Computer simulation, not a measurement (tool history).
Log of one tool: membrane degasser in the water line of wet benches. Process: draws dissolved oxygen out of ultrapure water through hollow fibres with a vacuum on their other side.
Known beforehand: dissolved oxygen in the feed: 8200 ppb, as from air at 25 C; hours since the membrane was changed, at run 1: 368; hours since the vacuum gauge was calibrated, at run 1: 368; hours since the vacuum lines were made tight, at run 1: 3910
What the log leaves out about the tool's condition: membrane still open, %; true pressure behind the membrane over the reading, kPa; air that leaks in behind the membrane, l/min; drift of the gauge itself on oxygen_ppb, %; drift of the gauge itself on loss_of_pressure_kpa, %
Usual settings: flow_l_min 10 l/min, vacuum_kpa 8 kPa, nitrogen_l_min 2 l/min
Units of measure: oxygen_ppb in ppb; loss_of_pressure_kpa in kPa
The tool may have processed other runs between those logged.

| run | day | flow_l_min | vacuum_kpa | nitrogen_l_min | hours since the membrane was changed | hours since the vacuum gauge was calibrated | hours since the vacuum lines were made tight | oxygen_ppb | loss_of_pressure_kpa |
|---|---|---|---|---|---|---|---|---|---|
| 1 | 0 | 10 | 8 | 2 | 368 | 368 | 3910 | 67.8 | 25.37 |
| 2 | 7.912 | 10 | 8 | 2 | 558 | 558 | 4100 | 68.2 | 25.1 |
| 3 | 12.933 | 10 | 8 | 2 | 678 | 678 | 4220 | 69.3 | 25.21 |
| 4 | 17.771 | 10 | 8 | 2 | 794 | 794 | 4337 | 69.7 | 25.38 |
| 5 | 22.625 | 10 | 8 | 2 | 911 | 911 | 4453 | 69.8 | 25.59 |
| 6 | 27.471 | 10 | 8 | 2 | 1027 | 1027 | 4569 | 68.1 | 25.54 |
| 7 | 36.171 | 10 | 8 | 2 | 1236 | 1236 | 4778 | 69 | 25.31 |
| 8 | 43.662 | 10 | 7.47 | 2 | 1416 | 1416 | 4958 | 63.8 | 25.22 |
| 9 | 51.783 | 10 | 7.47 | 2 | 1611 | 1611 | 5153 | 63.4 | 25.25 |
| 10 | 57.583 | 10 | 7.47 | 2 | 1750 | 1750 | 5292 | 63.6 | 25.83 |
| 11 | 66.138 | 10 | 5.89 | 2 | 1955 | 1955 | 5497 | 43.3 | 25.55 |
| 12 | 72.05 | 10 | 8 | 2 | 2097 | 2097 | 5639 | 71.3 | 25.05 |
| 13 | 80.217 | 10 | 8 | 2 | 2293 | 2293 | 5835 | 71.5 | 25.42 |
|  | 80.917 | vacuum gauge calibrated |
| 14 | 85.658 | 10 | 8 | 2.71 | 2423 | 114 | 5965 | 57.1 | 25.57 |
| 15 | 93.317 | 10 | 8 | 3.12 | 2607 | 298 | 6149 | 49.9 | 25.88 |
|  | 95.058 | vacuum gauge calibrated, once more |
| 16 | 100.167 | 10 | 8 | 0.93 | 2771 | 123 | 6313 | 133.1 | 25.44 |
| 17 | 104.546 | 9 | 5.35 | 2.73 | 2876 | 228 | 6418 | 24.6 | 23.15 |
| 18 | 112.729 | 10 | 9.07 | 2 | 3072 | 424 | 6615 | 83.8 | 25.83 |
|  | 113.533 | seals of the vacuum lines changed |
| 19 | 117.075 | 10 | 9.07 | 2 | 3174 | 526 | 85 | 81 | 25.72 |
| 20 | 123.704 | 8 | 8 | 0.99 | 3334 | 686 | 244 | 96.7 | 20.43 |
| 21 | 127.671 | 8 | 8 | 0.99 | 3429 | 781 | 339 | 97.6 | 20.4 |
| 22 | 135.433 | 8 | 8 | 0.99 | 3615 | 967 | 526 | 98.3 | 20.9 |
| 23 | 141.346 | 10 | 18.61 | 0.91 | 3757 | 1109 | 668 | 396.9 | 25.83 |
| 24 | 149.329 | 10 | 11.33 | 5.31 | 3949 | 1301 | 859 | 47.4 | 25.63 |
| 25 | 158.062 | 10 | 11.33 | 5.31 | 4158 | 1510 | 1069 | 48.5 | 25.46 |
| 26 | 163.446 | 10 | 7.09 | 2 | 4287 | 1639 | 1198 | 57.6 | 26.16 |
| 27 | 167.525 | 10 | 8.7 | 1.2 | 4385 | 1737 | 1296 | 118.9 | 25.71 |
| 28 | 174.312 | 7 | 8 | 2 | 4548 | 1900 | 1459 | 43.9 | 17.99 |
| 29 | 179.708 | 7 | 5.1 | 4.95 | 4678 | 2030 | 1588 | 9.9 | 17.94 |
| 30 | 188.246 | 15 | 5.59 | 1.23 | 4883 | 2235 | 1793 | 102.6 | 38.73 |
| 31 | 192.296 | 15 | 5.59 | 1.23 | 4980 | 2332 | 1890 | 102 | 38.98 |

Consider 4 possible next runs. They are alternatives, not a sequence: every one starts from the tool as it was left by run 31. What does each give?
| A | 201.062 | 10 | 7.98 | 1.12 | 5190 | 2542 | 2101 | ? | ? |
| B | 201.062 | 13 | 18.02 | 1.27 | 5190 | 2542 | 2101 | ? | ? |
| C | 201.062 | 15 | 5.23 | 1.46 | 5190 | 2542 | 2101 | ? | ? |
| D | 201.062 | 7 | 17.63 | 1.47 | 5190 | 2542 | 2101 | ? | ? |

| run | oxygen_ppb | loss_of_pressure_kpa |
|---|---|---|
| A | 114.5 | 25.76 |
| B | 368.3 | 33.36 |
| C | 85.8 | 38.79 |
| D | 171.9 | 18.38 |
What these runs would have given with no unlogged condition in the tool:
| run | oxygen_ppb | loss_of_pressure_kpa |
|---|---|---|
| A | 107.8 | 25.14 |
| B | 357.6 | 32.56 |
| C | 76.9 | 37.87 |
| D | 165 | 17.94 |

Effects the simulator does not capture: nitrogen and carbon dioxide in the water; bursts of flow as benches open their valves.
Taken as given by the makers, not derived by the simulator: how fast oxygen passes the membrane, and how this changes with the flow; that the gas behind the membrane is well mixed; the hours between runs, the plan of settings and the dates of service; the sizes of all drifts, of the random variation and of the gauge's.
